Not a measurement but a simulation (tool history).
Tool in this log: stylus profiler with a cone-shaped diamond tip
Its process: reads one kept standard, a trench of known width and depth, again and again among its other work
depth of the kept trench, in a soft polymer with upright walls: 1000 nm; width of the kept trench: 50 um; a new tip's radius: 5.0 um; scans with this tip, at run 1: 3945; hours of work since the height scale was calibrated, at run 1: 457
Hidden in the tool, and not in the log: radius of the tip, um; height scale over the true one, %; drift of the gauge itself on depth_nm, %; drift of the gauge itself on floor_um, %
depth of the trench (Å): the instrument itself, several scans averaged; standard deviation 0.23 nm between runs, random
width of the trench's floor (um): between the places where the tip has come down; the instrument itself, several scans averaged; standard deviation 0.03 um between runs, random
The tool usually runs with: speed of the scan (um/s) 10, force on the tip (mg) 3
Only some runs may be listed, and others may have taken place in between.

run    hour  speed of the scan (um/s)  force on the tip (mg)  scans with this tip  hours of work since the height scale was calibrated  depth of the trench (Å)  width of the trench's floor (um)
  1       0                        10                      3                 3945                                                  457                  10087.6                             43.94
  2    57.1                        10                   1.49                 4320                                                  500                  10052.9                             43.92
  3   112.7                        11                      3                 4686                                                  542                  10083.7                             43.96
  4   195.9                        11                      3                 5234                                                  606                  10087.4                              43.9
  5     258                        10                    3.6                 5643                                                  653                    10101                              43.9
  6   315.2                        10                    3.6                 6019                                                  697                  10096.9                             43.95
  7   407.2                        10                    3.6                 6625                                                  767                    10098                             43.94
  8   480.3                        10                    3.6                 7105                                                  822                  10095.1                             44.01
  9   539.5                         3                      3                 7495                                                  868                  10085.9                             43.95
 10     616                         3                      3                 7999                                                  926                  10091.5                             43.94
 11   701.2                        10                   1.06                 8559                                                  991                  10042.1                             43.93
 12   778.9                        10                      3                 9071                                                 1050                  10087.2                             43.97
      805.6  -- new tip fitted, height scale calibrated
 13   873.9                        10                      3                  449                                                   52                  10087.1                                44
 14   958.3                        10                      3                 1004                                                  116                  10083.8                             43.98
 15  1056.7                        10                      3                 1652                                                  191                  10088.7                             43.94
 16  1149.7                        10                      3                 2264                                                  262                  10084.8                             44.03
 17  1195.1                        10                   1.22                 2563                                                  297                    10046                             43.92
 18  1262.4                         4                   5.25                 3006                                                  348                  10128.8                             43.92
 19  1351.6                         8                   1.62                 3593                                                  416                  10058.6                             43.94
 20  1427.6                         8                   1.62                 4093                                                  474                  10058.3                              43.9
 21  1475.2                         3                   1.43                 4406                                                  510                  10049.7                             43.97
 22    1558                        35                   2.08                 4951                                                  573                  10063.6                             43.87
 23  1622.2                         7                   1.86                 5374                                                  622                  10061.8                             43.94
 24  1683.7                         7                   1.86                 5778                                                  669                  10064.9                              43.9
 25  1770.8                         8                      3                 6352                                                  735                  10084.4                             43.97
 26    1821                         8                   6.23                 6682                                                  773                  10140.6                             43.96
 27  1909.4                         8                   6.23                 7264                                                  841                  10141.6                             43.92
 28  2011.1                         8                   6.23                 7933                                                  918                    10140                             43.94
 29  2071.1                         2                   3.93                 8328                                                  964                  10103.3                             44.01
 30  2162.8                         2                   3.93                 8932                                                 1034                  10103.9                             43.93
     2212.4  -- new tip fitted, height scale calibrated
 31  2229.7                         2                   3.93                  114                                                   13                  10105.6                             44.03
 32  2300.1                         2                   3.93                  577                                                   67                  10103.3                             44.01

Run 33 has not been measured yet. What should we expect?
 33  2396.5                         2                   3.93                 1212                                                  140                        ?                                 ?

{"run 33": {"depth of the trench (Å)": 10106.2, "width of the trench's floor (um)": 43.99}}
Minus the tool's unlogged condition, the same run would have read depth of the trench (Å) 10106.1, width of the trench's floor (um) 44.

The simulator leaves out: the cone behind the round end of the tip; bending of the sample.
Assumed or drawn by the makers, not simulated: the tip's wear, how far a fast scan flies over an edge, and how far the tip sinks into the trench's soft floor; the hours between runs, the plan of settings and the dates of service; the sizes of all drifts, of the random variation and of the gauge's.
